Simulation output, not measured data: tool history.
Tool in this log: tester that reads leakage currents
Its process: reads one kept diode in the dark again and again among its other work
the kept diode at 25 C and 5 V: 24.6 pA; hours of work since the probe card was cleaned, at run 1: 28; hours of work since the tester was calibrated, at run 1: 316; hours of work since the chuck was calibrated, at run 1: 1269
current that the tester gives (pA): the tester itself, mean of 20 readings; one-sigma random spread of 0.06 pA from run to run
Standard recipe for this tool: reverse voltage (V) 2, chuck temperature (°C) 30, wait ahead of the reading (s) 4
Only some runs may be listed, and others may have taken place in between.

run    hour  reverse voltage (V)  chuck temperature (°C)  wait ahead of the reading (s)  hours of work since the probe card was cleaned  hours of work since the tester was calibrated  hours of work since the chuck was calibrated  current that the tester gives (pA)
  1       0                    2                      30                              4                                              28                                            316                                          1269                               25.04
  2    70.5                    2                      30                              4                                              69                                            357                                          1310                               25.05
  3   141.3                    2                      30                              4                                             110                                            399                                          1351                               24.93
  4   176.9                    2                      30                              4                                             131                                            419                                          1372                               24.93
      188.9  -- chuck's temperature calibrated
  5   212.1                    2                      30                              4                                             150                                            439                                            14                               26.66
  6     278                    2                      30                              4                                             188                                            477                                            52                               26.54
  7   342.5                    2                      30                              4                                             226                                            515                                            90                               26.58
  8   372.2                    2                      30                              4                                             243                                            532                                           107                               26.55
  9   427.5                    2                      30                              4                                             276                                            564                                           139                               26.44
 10   495.1                    2                      30                              4                                             315                                            604                                           178                               26.44
 11   535.9                    2                      30                           2.32                                             339                                            627                                           202                               26.53
 12   589.6                    2                      30                           2.32                                             370                                            659                                           234                               26.55
 13   636.6                    2                      30                           2.32                                             397                                            686                                           261                               26.52
 14   680.3                    2                      30                              4                                             423                                            712                                           286                               26.49
 15   736.3                    2                      22                              4                                             456                                            744                                           319                               12.39
 16   808.1                    2                      30                              4                                             497                                            786                                           361                               26.38
 17   856.8                    2                      30                              4                                             526                                            814                                           389                               26.29
 18   886.1                    2                      30                           0.94                                             543                                            832                                           406                               26.82
 19   957.2                    2                      30                           0.94                                             584                                            873                                           448                               26.72
 20  1009.7                    2                      30                           8.42                                             615                                            904                                           478                               26.27
 21  1059.9                    2                      30                           8.42                                             644                                            933                                           508                               26.24
 22  1116.2                    2                      25                           2.14                                             677                                            966                                           540                               16.59
 23  1161.6                 6.39                      30                              4                                             703                                            992                                           567                               44.44
 24    1229                 8.25                      30                              4                                             743                                           1031                                           606                               49.78
 25  1288.1                 2.91                      30                            1.7                                             777                                           1066                                           641                               31.15
 26  1359.2                 1.59                      21                           0.42                                             819                                           1107                                           682                               11.16
 27    1426                 1.59                      21                           0.42                                             858                                           1146                                           721                                11.1
 28  1489.4                 1.59                      37                            0.4                                             894                                           1183                                           758                               45.39
 29  1558.7                 3.72                      30                              4                                             935                                           1224                                           798                               34.58
 30  1592.1                15.86                      21                           1.98                                             954                                           1243                                           818                                32.1
 31  1627.9                15.86                      21                           1.98                                             975                                           1264                                           839                               32.21
 32  1698.4                15.86                      21                           1.98                                            1016                                           1305                                           880                               32.23
 33    1747                15.86                      21                           1.98                                            1045                                           1333                                           908                               32.17
 34  1799.1                15.86                      21                           1.98                                            1075                                           1364                                           938                                32.3
 35  1865.4                15.86                      21                           1.98                                            1114                                           1402                                           977                               32.41
 36  1895.4                15.86                      21                           1.98                                            1131                                           1420                                           995                               32.56
 37  1961.9                 1.33                      21                           9.73                                            1170                                           1459                                          1033                                9.28
 38    2010                 1.33                      21                            2.1                                            1198                                           1487                                          1061                                9.42
 39  2053.5                13.32                      22                           6.59                                            1223                                           1512                                          1087                               30.81
 40  2090.9                    2                      49                           1.42                                            1245                                           1534                                          1109                              135.93
 41  2133.9                 11.5                      56                           0.33                                            1270                                           1559                                          1134                              526.78

Here are 3 independent what-if runs from the current tool condition. What would each one return?
  A  2165                 11.5                      56                           1.17                                            1288                                           1577                                          1152                                   ?
  B  2165                  1.9                      59                           9.38                                            1288                                           1577                                          1152                                   ?
  C  2165                 2.28                      34                           0.42                                            1288                                           1577                                          1152                                   ?

run  current that the tester gives (pA)
  A                              518.99
  B                                 295
  C                               40.89
Take away the tool's hidden state, keep each run's random variation, and the runs would have read:
run  current that the tester gives (pA)
  A                              537.17
  B                              306.33
  C                               42.18
